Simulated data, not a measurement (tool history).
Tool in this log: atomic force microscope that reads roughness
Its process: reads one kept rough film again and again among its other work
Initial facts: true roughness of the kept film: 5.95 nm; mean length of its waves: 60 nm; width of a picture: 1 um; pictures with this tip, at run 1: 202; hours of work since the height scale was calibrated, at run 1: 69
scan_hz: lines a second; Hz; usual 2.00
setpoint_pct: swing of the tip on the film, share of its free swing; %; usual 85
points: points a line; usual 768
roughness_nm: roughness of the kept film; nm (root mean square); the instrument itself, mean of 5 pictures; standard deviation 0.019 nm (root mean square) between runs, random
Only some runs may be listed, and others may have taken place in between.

| run | hour | scan_hz | setpoint_pct | points | pictures with this tip | hours of work since the height scale was calibrated | roughness_nm |
|---|---|---|---|---|---|---|---|
| 1 | 0.0 | 2.00 | 85 | 768 | 202 | 69 | 4.417 |
| 2 | 43.4 | 2.00 | 85 | 768 | 261 | 89 | 4.368 |
|  | 71.7 | new tip fitted |
| 3 | 86.4 | 2.00 | 85 | 768 | 20 | 108 | 4.602 |
| 4 | 130.7 | 2.00 | 85 | 768 | 80 | 129 | 4.550 |
| 5 | 183.4 | 2.00 | 79 | 768 | 152 | 153 | 4.670 |
| 6 | 242.4 | 2.00 | 79 | 768 | 232 | 180 | 4.583 |
|  | 296.5 | new tip fitted |
| 7 | 299.6 | 2.00 | 79 | 768 | 5 | 206 | 4.852 |
| 8 | 361.8 | 1.36 | 85 | 768 | 89 | 235 | 4.793 |
| 9 | 396.2 | 1.36 | 85 | 768 | 135 | 251 | 4.771 |
| 10 | 427.5 | 1.36 | 72 | 768 | 178 | 265 | 5.057 |
| 11 | 458.0 | 2.00 | 85 | 942 | 219 | 280 | 4.386 |
| 12 | 486.7 | 2.00 | 85 | 942 | 258 | 293 | 4.274 |
|  | 518.7 | new tip fitted |
| 13 | 550.3 | 1.78 | 85 | 768 | 43 | 322 | 4.611 |
| 14 | 600.5 | 1.18 | 85 | 768 | 111 | 345 | 4.860 |
| 15 | 650.3 | 1.77 | 85 | 768 | 179 | 368 | 4.476 |
| 16 | 684.6 | 3.87 | 85 | 768 | 225 | 384 | 3.654 |
| 17 | 729.5 | 3.87 | 85 | 768 | 286 | 405 | 3.625 |
|  | 739.4 | new tip fitted |
| 18 | 770.8 | 1.74 | 73 | 768 | 42 | 423 | 5.093 |
| 19 | 822.3 | 2.91 | 72 | 611 | 112 | 447 | 4.689 |
| 20 | 886.5 | 2.00 | 74 | 768 | 199 | 477 | 4.762 |
| 21 | 920.1 | 2.00 | 74 | 768 | 245 | 492 | 4.696 |
|  | 963.0 | new tip fitted |
| 22 | 978.3 | 2.00 | 72 | 593 | 20 | 519 | 5.070 |
| 23 | 1033.2 | 2.00 | 72 | 593 | 95 | 544 | 4.952 |
| 24 | 1088.1 | 2.00 | 72 | 593 | 169 | 570 | 4.899 |
| 25 | 1138.8 | 0.66 | 57 | 535 | 238 | 593 | 5.316 |
|  | 1185.7 | new tip fitted |
| 26 | 1193.9 | 0.66 | 57 | 414 | 11 | 618 | 5.635 |
| 27 | 1248.7 | 0.60 | 85 | 818 | 86 | 644 | 5.260 |
| 28 | 1291.8 | 0.60 | 85 | 818 | 144 | 663 | 5.163 |
| 29 | 1341.5 | 0.60 | 85 | 818 | 211 | 686 | 5.078 |
| 30 | 1372.9 | 1.04 | 61 | 681 | 254 | 701 | 5.221 |
|  | 1410.2 | new tip fitted |
| 31 | 1425.3 | 1.04 | 61 | 681 | 20 | 725 | 5.560 |
| 32 | 1481.5 | 2.18 | 65 | 760 | 97 | 751 | 5.116 |

Pick out some run-to-run changes in roughness_nm. Of each, how much would a tool without hidden state show as well, from the settings, what came in and chance, and how much is left for the hidden state and any gauge scatter not in both results compared?
The tool's hidden condition here consists of: radius of the tip, nm; height scale over the true one, %; drift of the gauge itself on roughness_nm, %.
Run 10 -> 11: scan_hz 1.36 -> 2.00, setpoint_pct 72 -> 85, points 768 -> 942. roughness_nm -0.671 nm (root mean square): hidden state -0.008, all else -0.663.
Run 15 -> 16: scan_hz 1.77 -> 3.87. roughness_nm -0.822 nm (root mean square): hidden state +0.000, all else -0.822.
Run 17 -> 18: scan_hz 3.87 -> 1.74, setpoint_pct 85 -> 73, new tip fitted. roughness_nm +1.468 nm (root mean square): hidden state +0.214, all else +1.254.
Run 21 -> 22: setpoint_pct 74 -> 72, points 768 -> 593, new tip fitted. roughness_nm +0.374 nm (root mean square): hidden state +0.271, all else +0.103.
Run 25 -> 26: points 535 -> 414, new tip fitted. roughness_nm +0.319 nm (root mean square): hidden state +0.292, all else +0.027.
Run 30 -> 31: new tip fitted. roughness_nm +0.339 nm (root mean square): hidden state +0.285, all else +0.054.
